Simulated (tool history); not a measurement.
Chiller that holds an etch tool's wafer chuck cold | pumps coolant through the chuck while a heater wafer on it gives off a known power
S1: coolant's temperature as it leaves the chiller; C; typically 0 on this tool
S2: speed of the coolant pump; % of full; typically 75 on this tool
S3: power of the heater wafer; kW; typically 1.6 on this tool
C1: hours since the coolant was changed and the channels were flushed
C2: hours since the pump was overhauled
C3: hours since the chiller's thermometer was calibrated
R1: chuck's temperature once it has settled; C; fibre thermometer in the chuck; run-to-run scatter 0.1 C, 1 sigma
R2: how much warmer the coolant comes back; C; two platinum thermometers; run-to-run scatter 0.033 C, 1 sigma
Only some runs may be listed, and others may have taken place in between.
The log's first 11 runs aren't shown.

| run | hour | S1 | S2 | S3 | C1 | C2 | C3 | R1 | R2 |
|---|---|---|---|---|---|---|---|---|---|
| 12 | 416 | -5 | 75 | 1.6 | 6811 | 1834 | 2611 | 8.7 | 4.38 |
| 13 | 460.4 | -5 | 75 | 1.6 | 6856 | 1878 | 2655 | 8.7 | 4.4 |
| 14 | 505.1 | -5 | 81 | 1.6 | 6900 | 1923 | 2700 | 8 | 4.01 |
| 15 | 545 | -5 | 81 | 1.6 | 6940 | 1963 | 2740 | 8 | 4.06 |
| 16 | 580.8 | 0 | 75 | 1.297 | 6976 | 1999 | 2776 | 11.3 | 3.64 |
| 17 | 601.6 | -5 | 66 | 1.465 | 6997 | 2020 | 2797 | 9 | 4.69 |
| 18 | 645.9 | 10 | 75 | 1.052 | 7041 | 2064 | 2841 | 19 | 2.99 |
| 19 | 676.2 | 4 | 75 | 1.6 | 7071 | 2094 | 2871 | 18 | 4.49 |
| 20 | 719.5 | 4 | 75 | 1.6 | 7115 | 2138 | 2915 | 17.8 | 4.47 |
| 21 | 766.2 | -9 | 75 | 1.62 | 7161 | 2184 | 2961 | 5 | 4.53 |
| 22 | 803.1 | 6 | 71 | 1.6 | 7198 | 2221 | 2998 | 20.6 | 4.71 |
| 23 | 832.6 | 6 | 71 | 1.6 | 7228 | 2251 | 3028 | 20.4 | 4.77 |
| 24 | 883.6 | 2 | 93 | 1.6 | 7279 | 2302 | 3079 | 13.7 | 3.55 |
| 25 | 934.7 | 2 | 99 | 1.6 | 7330 | 2353 | 3130 | 13.3 | 3.43 |
| 26 | 968.6 | 3 | 76 | 1.608 | 7364 | 2387 | 3164 | 16.8 | 4.49 |
| 27 | 1015.4 | 9 | 88 | 1.827 | 7411 | 2433 | 3210 | 22.8 | 4.36 |
| 28 | 1043.7 | 9 | 88 | 1.827 | 7439 | 2462 | 3239 | 23 | 4.42 |
| 29 | 1068.4 | 9 | 88 | 1.827 | 7464 | 2486 | 3263 | 23 | 4.38 |
| 30 | 1098.2 | 1 | 86 | 1.768 | 7493 | 2516 | 3293 | 14.8 | 4.33 |
| 31 | 1138 | 1 | 75 | 1.768 | 7533 | 2556 | 3333 | 16.4 | 5.02 |

Below are 3 alternative next runs, each starting from the tool's condition after run 31. Predict each:
|  | 1158.7 | coolant changed, channels flushed |
| A | 1170.6 | -3 | 68 | 2.391 | 12 | 2583 | 3360 | ? | ? |
|  | 1158.7 | coolant changed, channels flushed |
| B | 1170.6 | 5 | 75 | 1.768 | 12 | 2583 | 3360 | ? | ? |
|  | 1158.7 | coolant changed, channels flushed |
| C | 1170.6 | 1 | 88 | 1.768 | 12 | 2583 | 3360 | ? | ? |

| run | R1 | R2 |
|---|---|---|
| A | 19.4 | 7.43 |
| B | 20.1 | 5.13 |
| C | 14.5 | 4.25 |
With no hidden state in the tool, these same runs would have given:
| run | R1 | R2 |
|---|---|---|
| A | 19.4 | 7.07 |
| B | 20.1 | 4.78 |
| C | 14.5 | 3.9 |
